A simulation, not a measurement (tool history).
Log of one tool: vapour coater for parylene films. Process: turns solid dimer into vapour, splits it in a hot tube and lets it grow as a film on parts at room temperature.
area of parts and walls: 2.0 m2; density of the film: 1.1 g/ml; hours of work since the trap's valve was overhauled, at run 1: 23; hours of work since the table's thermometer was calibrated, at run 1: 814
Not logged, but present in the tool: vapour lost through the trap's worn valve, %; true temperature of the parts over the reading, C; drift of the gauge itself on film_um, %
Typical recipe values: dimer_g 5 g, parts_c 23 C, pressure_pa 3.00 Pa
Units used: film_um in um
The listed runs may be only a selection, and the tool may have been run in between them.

run   hour  dimer_g  parts_c  pressure_pa  hours of work since the trap's valve was overhauled  hours of work since the table's thermometer was calibrated  film_um
  1    0.0        5       23         3.00                                                   23                                                         814     1.15
  2   38.7        5       23         3.00                                                   46                                                         837     1.12
  3   67.2        4       23         3.00                                                   63                                                         854     0.93
  4  109.3        4       23         3.00                                                   87                                                         879     0.90
  5  148.0        4       23         3.00                                                  110                                                         901     0.88
  6  183.1        4       23         3.00                                                  131                                                         922     0.89
  7  217.1        4       23         3.00                                                  151                                                         942     0.89
  8  264.0        3       23         3.00                                                  178                                                         970     0.67
  9  297.1        6       15         2.06                                                  198                                                         989     1.64
 10  342.3        4       24        11.41                                                  225                                                        1016     0.67
     345.5  -- table's thermometer calibrated
 11  389.6        3       23         4.91                                                  252                                                          26     0.60
 12  421.9        3       24         4.91                                                  271                                                          45     0.57

Forecast run 13:
     442.9  -- table's thermometer calibrated, once more
 13  473.1        4       20        11.64                                                  300                                                          18        ?

Run 13 gave film_um 0.69 um.
If the tool had no hidden condition, the same run with the same run-to-run variation would have returned film_um 0.75 um.
